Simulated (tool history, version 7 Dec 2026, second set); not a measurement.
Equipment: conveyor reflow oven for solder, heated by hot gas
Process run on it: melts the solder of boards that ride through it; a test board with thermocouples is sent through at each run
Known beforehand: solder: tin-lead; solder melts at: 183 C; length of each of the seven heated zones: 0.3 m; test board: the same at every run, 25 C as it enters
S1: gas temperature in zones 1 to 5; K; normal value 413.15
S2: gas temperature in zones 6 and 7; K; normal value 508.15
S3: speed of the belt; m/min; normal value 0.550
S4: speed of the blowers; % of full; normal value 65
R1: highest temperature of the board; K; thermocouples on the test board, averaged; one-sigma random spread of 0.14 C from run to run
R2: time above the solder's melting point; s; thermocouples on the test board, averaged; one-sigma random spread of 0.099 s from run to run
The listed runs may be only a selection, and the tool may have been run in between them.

run 1 hour=0.0 | S1=413.15 S2=508.15 S3=0.550 S4=65 | R1=494.25 R2=52.95
run 2 hour=28.5 | S1=427.15 S2=508.15 S3=0.550 S4=65 | R1=496.55 R2=59.06
run 3 hour=53.9 | S1=413.15 S2=511.15 S3=0.550 S4=65 | R1=496.95 R2=54.19
-- hour=93.1 flux residue cleaned out of gas plates and filters
run 4 hour=114.1 | S1=413.15 S2=511.15 S3=0.550 S4=65 | R1=500.05 R2=56.22
run 5 hour=151.3 | S1=413.15 S2=508.15 S3=0.550 S4=65 | R1=497.25 R2=54.86
run 6 hour=181.4 | S1=413.15 S2=508.15 S3=0.550 S4=65 | R1=496.95 R2=54.90
run 7 hour=207.8 | S1=413.15 S2=508.15 S3=0.550 S4=53 | R1=493.95 R2=52.71
run 8 hour=260.8 | S1=413.15 S2=508.15 S3=0.550 S4=65 | R1=496.85 R2=54.67
run 9 hour=301.6 | S1=413.15 S2=508.15 S3=0.550 S4=65 | R1=496.85 R2=54.71
run 10 hour=356.3 | S1=419.15 S2=508.15 S3=0.550 S4=65 | R1=497.75 R2=57.23
run 11 hour=397.3 | S1=413.15 S2=508.15 S3=0.550 S4=65 | R1=496.65 R2=54.65
run 12 hour=440.8 | S1=413.15 S2=508.15 S3=0.550 S4=65 | R1=496.85 R2=54.75
run 13 hour=485.5 | S1=413.15 S2=508.15 S3=0.550 S4=65 | R1=496.45 R2=54.63
run 14 hour=519.9 | S1=413.15 S2=508.15 S3=0.550 S4=65 | R1=496.65 R2=54.55
run 15 hour=571.8 | S1=413.15 S2=508.15 S3=0.550 S4=65 | R1=496.45 R2=54.66
run 16 hour=602.8 | S1=413.15 S2=508.15 S3=0.550 S4=62 | R1=495.75 R2=54.29
run 17 hour=627.7 | S1=406.15 S2=514.15 S3=0.659 S4=68 | R1=494.85 R2=42.44
run 18 hour=661.7 | S1=428.15 S2=514.15 S3=0.571 S4=68 | R1=503.95 R2=60.91
run 19 hour=709.5 | S1=422.15 S2=514.15 S3=0.550 S4=70 | R1=504.35 R2=61.03
run 20 hour=761.6 | S1=401.15 S2=503.15 S3=0.639 S4=66 | R1=484.85 R2=36.37
run 21 hour=799.1 | S1=413.15 S2=508.15 S3=0.550 S4=65 | R1=496.15 R2=54.32
-- hour=840.2 thermocouples of zones 6 and 7 changed
run 22 hour=840.2 | S1=419.15 S2=515.15 S3=0.550 S4=65 | R1=501.15 R2=58.97
run 23 hour=873.2 | S1=413.15 S2=510.15 S3=0.622 S4=65 | R1=491.45 R2=44.89
run 24 hour=908.8 | S1=426.15 S2=510.15 S3=0.622 S4=83 | R1=497.05 R2=52.53
run 25 hour=952.4 | S1=413.15 S2=514.15 S3=0.554 S4=65 | R1=498.85 R2=55.48
run 26 hour=1004.0 | S1=413.15 S2=512.15 S3=0.554 S4=69 | R1=497.35 R2=55.00
-- hour=1012.4 flux residue cleaned out of gas plates and filters
run 27 hour=1037.9 | S1=413.15 S2=512.15 S3=0.554 S4=69 | R1=501.05 R2=57.07
run 28 hour=1073.0 | S1=413.15 S2=512.15 S3=0.554 S4=69 | R1=500.85 R2=56.94
run 29 hour=1111.7 | S1=413.15 S2=512.15 S3=0.554 S4=69 | R1=500.65 R2=56.89
run 30 hour=1137.2 | S1=409.15 S2=515.15 S3=0.468 S4=79 | R1=508.55 R2=70.74
run 31 hour=1186.0 | S1=416.15 S2=518.15 S3=0.468 S4=79 | R1=512.05 R2=74.20
run 32 hour=1236.1 | S1=410.15 S2=504.15 S3=0.635 S4=62 | R1=487.15 R2=40.96

Consider 3 possible next runs. They are alternatives, not a sequence: every one starts from the tool as it was left by run 32. What does each give?
run A hour=1275.6 | S1=404.15 S2=508.15 S3=0.550 S4=65 | R1=? R2=?
run B hour=1275.6 | S1=410.15 S2=504.15 S3=0.635 S4=70 | R1=? R2=?
run C hour=1275.6 | S1=413.15 S2=516.15 S3=0.550 S4=65 | R1=? R2=?

run=A R1=495.05 R2=51.76
run=B R1=488.85 R2=42.43
run=C R1=503.45 R2=58.78
Stripped of hidden state, with their random variation kept, the same runs would have yielded:
run=A R1=494.55 R2=50.34
run=B R1=488.45 R2=41.31
run=C R1=502.95 R2=57.20
